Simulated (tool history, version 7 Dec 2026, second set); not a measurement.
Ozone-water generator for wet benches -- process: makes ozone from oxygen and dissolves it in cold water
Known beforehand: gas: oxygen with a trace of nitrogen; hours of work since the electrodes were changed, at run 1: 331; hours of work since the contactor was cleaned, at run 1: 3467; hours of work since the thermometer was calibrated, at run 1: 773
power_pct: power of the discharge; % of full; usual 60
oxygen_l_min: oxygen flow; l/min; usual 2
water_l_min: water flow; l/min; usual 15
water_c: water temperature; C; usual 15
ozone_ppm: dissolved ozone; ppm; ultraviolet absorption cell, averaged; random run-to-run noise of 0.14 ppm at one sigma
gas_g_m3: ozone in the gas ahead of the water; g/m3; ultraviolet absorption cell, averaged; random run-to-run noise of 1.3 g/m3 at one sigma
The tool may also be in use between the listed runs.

| run | day | power_pct | oxygen_l_min | water_l_min | water_c | hours of work since the electrodes were changed | hours of work since the contactor was cleaned | hours of work since the thermometer was calibrated | ozone_ppm | gas_g_m3 |
|---|---|---|---|---|---|---|---|---|---|---|
| 1 | 0 | 60 | 2 | 15 | 15 | 331 | 3467 | 773 | 15.5 | 227 |
| 2 | 3.279 | 60 | 2 | 10 | 15 | 393 | 3529 | 835 | 22.7 | 227.9 |
| 3 | 7.521 | 60 | 2 | 10 | 15 | 473 | 3609 | 915 | 22.6 | 225.7 |
| 4 | 10.342 | 60 | 2 | 10 | 15 | 526 | 3662 | 968 | 22.9 | 227.7 |
| 5 | 13.212 | 60 | 2 | 10 | 15 | 580 | 3716 | 1022 | 22.6 | 225.9 |
| 6 | 17.825 | 60 | 2.89 | 10 | 15 | 667 | 3803 | 1109 | 25.4 | 200.1 |
| 7 | 19.771 | 60 | 2.89 | 10 | 15 | 704 | 3840 | 1146 | 25 | 201.9 |
| 8 | 22.083 | 60 | 2 | 15 | 15 | 748 | 3884 | 1190 | 15.4 | 226.9 |
| 9 | 24.658 | 60 | 2 | 15 | 15 | 796 | 3932 | 1238 | 15.5 | 226.8 |
| 10 | 28.35 | 60 | 2 | 15 | 15 | 866 | 4002 | 1308 | 15.3 | 224.5 |
| 11 | 32.921 | 60 | 1.21 | 19 | 15 | 952 | 4088 | 1394 | 9.1 | 262 |
| 12 | 36.021 | 71 | 2.05 | 14 | 10 | 1011 | 4146 | 1453 | 19.2 | 251.7 |
| 13 | 40.125 | 67 | 1.09 | 20 | 15 | 1088 | 4224 | 1530 | 8.9 | 291.5 |
| 14 | 42.246 | 66 | 2 | 15 | 8 | 1128 | 4264 | 1570 | 17.4 | 239.9 |
| 15 | 44.867 | 66 | 2 | 15 | 8 | 1177 | 4313 | 1619 | 17 | 238.9 |
| 16 | 48.283 | 66 | 2 | 15 | 8 | 1242 | 4378 | 1684 | 17.4 | 237.8 |
| 17 | 50.204 | 66 | 2 | 15 | 8 | 1278 | 4414 | 1720 | 17.1 | 238 |
| 18 | 52.25 | 66 | 2 | 15 | 8 | 1317 | 4452 | 1759 | 17.2 | 236 |
| 19 | 55.004 | 66 | 2 | 15 | 8 | 1368 | 4504 | 1810 | 17.2 | 239 |
| 20 | 56.946 | 66 | 2 | 15 | 8 | 1405 | 4541 | 1847 | 16.9 | 237.3 |

Each row is a separate what-if for the run after 20, all from the same tool condition, not one after another. Results?
| A | 58.892 | 66 | 1.12 | 15 | 8 | 1442 | 4578 | 1884 | ? | ? |
| B | 58.892 | 60 | 2.45 | 15 | 9 | 1442 | 4578 | 1884 | ? | ? |
| C | 58.892 | 60 | 1.36 | 15 | 12 | 1442 | 4578 | 1884 | ? | ? |

| run | ozone_ppm | gas_g_m3 |
|---|---|---|
| A | 12.5 | 282.2 |
| B | 17.5 | 209.2 |
| C | 12.8 | 248.3 |
The same runs, with their run-to-run variation unchanged, on a tool lacking any hidden condition would have given:
| run | ozone_ppm | gas_g_m3 |
|---|---|---|
| A | 13.4 | 293.9 |
| B | 18.9 | 217.2 |
| C | 13.8 | 257.9 |
